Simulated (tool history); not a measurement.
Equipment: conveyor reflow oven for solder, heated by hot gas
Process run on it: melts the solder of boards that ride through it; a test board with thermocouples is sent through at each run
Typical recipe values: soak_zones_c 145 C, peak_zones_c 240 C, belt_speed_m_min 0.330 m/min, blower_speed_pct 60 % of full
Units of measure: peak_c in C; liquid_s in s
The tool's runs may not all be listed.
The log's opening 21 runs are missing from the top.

run	hour	soak_zones_c	peak_zones_c	belt_speed_m_min	blower_speed_pct	peak_c	liquid_s
22	153.1	133	244	0.262	51	230.6	117.1
23	160.3	135	239	0.262	54	226.7	114.9
24	168.1	135	239	0.262	54	226.6	114.3
25	177.3	140	240	0.330	67	223.6	88.6
26	185.0	140	240	0.330	67	223.5	88.7
27	193.0	135	239	0.392	52	211.3	59.2
28	200.4	145	240	0.330	72	225.2	93.8
29	209.3	133	234	0.316	50	214.9	79.9
30	217.0	145	240	0.330	67	224.4	91.9
31	224.0	144	232	0.330	60	215.9	83.6
32	228.3	144	248	0.330	60	229.9	96.4

3 options for the next run, each taken on its own from the tool as it stands now. Forecast them:
A	234.5	150	240	0.330	51	?	?
B	234.5	145	237	0.281	60	?	?
C	234.5	145	247	0.282	60	?	?

run	peak_c	liquid_s
A	222.1	92.3
B	225.3	110.2
C	234.1	117.3
Take away the tool's hidden state, keep each run's random variation, and the runs would have read:
run	peak_c	liquid_s
A	222.1	92.3
B	225.1	110.0
C	234.1	116.8
